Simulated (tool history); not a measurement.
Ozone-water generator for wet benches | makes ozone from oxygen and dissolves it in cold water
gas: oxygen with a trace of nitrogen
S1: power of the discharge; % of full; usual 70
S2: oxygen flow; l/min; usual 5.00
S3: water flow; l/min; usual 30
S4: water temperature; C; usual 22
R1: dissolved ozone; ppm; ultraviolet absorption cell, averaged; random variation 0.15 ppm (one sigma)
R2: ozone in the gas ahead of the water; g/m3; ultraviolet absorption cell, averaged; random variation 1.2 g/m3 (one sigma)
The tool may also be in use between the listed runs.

run    hour  S1    S2  S3  S4    R1     R2
  1     0.0  70  5.00  30  22  19.0  210.4
  2    40.9  70  5.00  30  22  18.9  212.0
  3   139.1  70  5.00  30  22  18.9  212.5
  4   200.6  86  5.00  30  22  21.9  243.2
  5   258.4  86  5.00  30  22  22.0  244.1
  6   327.3  86  5.00  30  22  21.7  240.2
  7   396.9  86  5.00  30  22  21.8  243.7
  8   440.1  86  5.00  30  22  21.9  240.5
  9   500.5  70  5.00  26  22  21.6  211.9
 10   567.8  70  5.00  30  22  19.5  213.0
 11   618.4  70  5.00  30  22  19.3  211.0
 12   686.6  70  3.23  30  22  19.2  283.9
 13   739.0  70  5.00  47  22  12.4  212.9
 14   809.5  70  5.00  30  23  18.9  208.8
 15   901.3  70  5.00  30  23  18.6  210.6
 16   946.8  41  5.00  30  22  13.3  145.2
 17  1001.7  41  5.00  30  22  13.4  147.2
 18  1068.3  41  5.00  30  22  13.5  148.1
 19  1132.7  41  5.44  30  27  12.4  139.5
 20  1182.6  88  5.44  20  27  27.7  233.3
 21  1239.1  88  5.44  20  27  27.7  233.5
 22  1289.1  88  5.44  20  27  27.6  232.7
 23  1360.4  46  3.30  34  27  12.2  211.6
 24  1444.2  41  3.95  22  24  17.0  174.1
 25  1504.8  70  3.77  18  22  29.1  256.9
 26  1601.9  70  3.77  18  22  29.1  257.0
 27  1701.0  70  3.77  18  22  29.2  254.2
 28  1771.1  70  3.77  22  24  24.3  256.0
 29  1814.4  68  5.24  30  27  17.6  197.5
 30  1860.5  43  5.24  45  27   8.8  147.2
 31  1958.5  82  4.49  45  27  13.7  252.8
 32  2018.6  75  4.49  45  29  12.5  237.5
 33  2080.1  75  4.49  45  29  12.5  237.6

Not shown: 1 entry that the log had between the listed runs. Between which runs, and how does the tool's hidden state differ before and after?
Between runs 18 and 19: water thermometer calibrated (hour 1098.2)
  no hidden state differs between the two runs

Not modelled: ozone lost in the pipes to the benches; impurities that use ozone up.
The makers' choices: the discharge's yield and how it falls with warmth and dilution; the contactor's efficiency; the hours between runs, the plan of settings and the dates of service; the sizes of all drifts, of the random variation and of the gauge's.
